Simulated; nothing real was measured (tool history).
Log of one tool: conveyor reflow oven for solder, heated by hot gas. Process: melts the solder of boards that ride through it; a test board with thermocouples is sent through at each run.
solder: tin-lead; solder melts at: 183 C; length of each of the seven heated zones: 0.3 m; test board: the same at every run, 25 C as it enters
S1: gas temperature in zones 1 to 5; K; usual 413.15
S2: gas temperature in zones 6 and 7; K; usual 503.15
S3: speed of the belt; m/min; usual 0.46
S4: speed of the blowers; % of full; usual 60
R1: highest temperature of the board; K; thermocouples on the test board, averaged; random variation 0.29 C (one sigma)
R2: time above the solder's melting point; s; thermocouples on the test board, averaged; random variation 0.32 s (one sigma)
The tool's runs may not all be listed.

{"run": 1, "day": 0.0, "S1": 413.15, "S2": 503.15, "S3": 0.46, "S4": 60, "R1": 491.75, "R2": 60.8}
{"run": 2, "day": 2.612, "S1": 413.15, "S2": 503.15, "S3": 0.46, "S4": 60, "R1": 491.05, "R2": 60.9}
{"run": 3, "day": 5.371, "S1": 413.15, "S2": 503.15, "S3": 0.46, "S4": 60, "R1": 490.85, "R2": 60.2}
{"day": 6.179, "done": "flux residue cleaned out of gas plates and filters"}
{"run": 4, "day": 8.3, "S1": 413.15, "S2": 503.15, "S3": 0.46, "S4": 60, "R1": 493.05, "R2": 63}
{"run": 5, "day": 10.062, "S1": 413.15, "S2": 503.15, "S3": 0.46, "S4": 60, "R1": 493.35, "R2": 62.4}
{"run": 6, "day": 12.933, "S1": 413.15, "S2": 503.15, "S3": 0.46, "S4": 60, "R1": 493.05, "R2": 62.4}
{"run": 7, "day": 14.779, "S1": 413.15, "S2": 503.15, "S3": 0.46, "S4": 60, "R1": 492.65, "R2": 62.7}
{"run": 8, "day": 16.983, "S1": 413.15, "S2": 503.15, "S3": 0.46, "S4": 60, "R1": 492.65, "R2": 62.9}
{"run": 9, "day": 20.7, "S1": 413.15, "S2": 514.15, "S3": 0.46, "S4": 60, "R1": 502.45, "R2": 68.5}
{"run": 10, "day": 23.304, "S1": 413.15, "S2": 514.15, "S3": 0.46, "S4": 60, "R1": 502.15, "R2": 68.5}
{"run": 11, "day": 25.242, "S1": 413.15, "S2": 514.15, "S3": 0.46, "S4": 60, "R1": 501.55, "R2": 68.5}
{"run": 12, "day": 26.925, "S1": 413.15, "S2": 506.15, "S3": 0.46, "S4": 60, "R1": 494.75, "R2": 63.8}
{"day": 27.533, "done": "thermocouples of zones 6 and 7 changed"}
{"run": 13, "day": 28.8, "S1": 413.15, "S2": 503.15, "S3": 0.46, "S4": 60, "R1": 489.25, "R2": 59.4}
{"day": 30.808, "done": "flux residue cleaned out of gas plates and filters"}
{"run": 14, "day": 32.392, "S1": 413.15, "S2": 503.15, "S3": 0.46, "S4": 60, "R1": 491.45, "R2": 61.9}
{"run": 15, "day": 35.096, "S1": 413.15, "S2": 503.15, "S3": 0.459, "S4": 60, "R1": 490.65, "R2": 61.5}
{"run": 16, "day": 36.588, "S1": 420.15, "S2": 514.15, "S3": 0.46, "S4": 60, "R1": 501.95, "R2": 70.2}
{"run": 17, "day": 38.571, "S1": 420.15, "S2": 514.15, "S3": 0.46, "S4": 60, "R1": 501.35, "R2": 70.6}
{"run": 18, "day": 42.05, "S1": 413.15, "S2": 496.15, "S3": 0.46, "S4": 54, "R1": 483.25, "R2": 54.3}
{"run": 19, "day": 43.712, "S1": 410.15, "S2": 512.15, "S3": 0.46, "S4": 60, "R1": 497.85, "R2": 65.3}
{"run": 20, "day": 45.683, "S1": 409.15, "S2": 503.15, "S3": 0.46, "S4": 64, "R1": 490.45, "R2": 59.3}
{"run": 21, "day": 48.475, "S1": 398.15, "S2": 492.15, "S3": 0.47, "S4": 60, "R1": 477.25, "R2": 41.8}
{"run": 22, "day": 51.121, "S1": 413.15, "S2": 509.15, "S3": 0.477, "S4": 60, "R1": 494.25, "R2": 61.3}
{"run": 23, "day": 53.996, "S1": 413.15, "S2": 509.15, "S3": 0.477, "S4": 60, "R1": 493.95, "R2": 61.4}
{"day": 55.546, "done": "flux residue cleaned out of gas plates and filters"}
{"run": 24, "day": 56.288, "S1": 413.15, "S2": 517.15, "S3": 0.486, "S4": 56, "R1": 502.45, "R2": 65.1}
{"run": 25, "day": 58.654, "S1": 399.15, "S2": 503.15, "S3": 0.46, "S4": 76, "R1": 492.35, "R2": 57.8}
{"day": 60.512, "done": "belt drive overhauled, speed set with a stopwatch"}
{"run": 26, "day": 60.633, "S1": 408.15, "S2": 494.15, "S3": 0.476, "S4": 66, "R1": 482.35, "R2": 50}
{"run": 27, "day": 62.554, "S1": 408.15, "S2": 494.15, "S3": 0.476, "S4": 66, "R1": 482.15, "R2": 50.1}
{"run": 28, "day": 65.746, "S1": 408.15, "S2": 494.15, "S3": 0.411, "S4": 66, "R1": 485.95, "R2": 62.7}

The next listed run, before its measurement:
{"run": 29, "day": 68.321, "S1": 413.15, "S2": 504.15, "S3": 0.415, "S4": 61, "R1": "?", "R2": "?"}

R1: 494.35 K
R2: 70.7 s
Without the tool's hidden state the same run would have given R1 493.65 K, R2 70.4 s.

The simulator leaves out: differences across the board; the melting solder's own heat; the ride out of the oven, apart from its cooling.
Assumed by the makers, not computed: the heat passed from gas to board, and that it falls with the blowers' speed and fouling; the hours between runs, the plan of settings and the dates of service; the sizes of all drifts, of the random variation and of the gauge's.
